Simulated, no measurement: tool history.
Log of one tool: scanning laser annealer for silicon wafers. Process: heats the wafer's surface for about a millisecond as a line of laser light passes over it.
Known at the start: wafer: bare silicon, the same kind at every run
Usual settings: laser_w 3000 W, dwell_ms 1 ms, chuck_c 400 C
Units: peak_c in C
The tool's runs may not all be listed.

run     day  laser_w  dwell_ms  chuck_c  peak_c
  1       0     3000         1      400    1057
      1.083  -- window over the wafer cleaned
  2   1.183     3000         1      400    1095
  3   2.875     3000         1      400    1092
  4   4.092     3000         1      400    1089
      4.679  -- optics aligned, line set to its width
  5   5.508     2708         1      400    1020
  6    7.25     3000         1      400    1109
  7   8.817     3000         1      400    1107
  8   9.942     3000         1      400    1104
  9  11.692     3000         1      400    1105
 10  12.508     3000         1      400    1101
 11  13.283     3000         1      400    1103
 12  14.288     3000      1.03      400    1112
 13  15.896     3000         1      368    1066
 14  17.367     2784         1      400    1031
 15  18.438     2784         1      400    1031
 16  20.275     3000         1      400    1098
 17  21.096     3000         1      400    1090
 18  22.579     3000         1      400    1090
     22.821  -- laser's power meter calibrated
 19  23.921     3000         1      400    1089
 20  24.825     3000         1      400    1087
 21  25.879     3000         1      421    1110
 22  26.679     3000         1      421    1106
 23  28.167     3000         1      421    1103
 24  28.988     3000         1      421    1104
 25  29.733     3159      1.15      386    1176
 26  30.738     3159      1.15      386    1173
     31.454  -- laser's power meter calibrated, once more
 27  31.779     3159      1.15      386    1180
 28  32.854     3159      1.15      386    1177
 29  34.129     2916         1      427    1084
 30  35.379     2916         1      427    1085
 31  37.225     2916         1      427    1080
 32  38.404     3000      1.09      400    1110
 33  39.758     3000      0.83      418    1031
 34  40.775     2826      0.95      436    1045
 35  41.729     2826      0.95      436    1043
 36  42.704     2826      0.95      436    1044
 37  44.375     3000      1.08      365    1063
 38  45.512     3000      1.08      365    1063
     46.254  -- window over the wafer cleaned
 39  46.354     3000      0.71      400     986
 40  47.171     3000      1.11      400    1144
 41  48.138     3000      1.11      400    1146

Forecast each of these 3 alternatives for the next run:
  A  49.567     3000      0.79      439       ?
  B  49.567     2707      1.03      409       ?
  C  49.567     3000      1.18      365       ?

run  peak_c
  A    1053
  B    1028
  C    1134
Without the tool's hidden state the same runs would have given:
run  peak_c
  A    1068
  B    1043
  C    1153
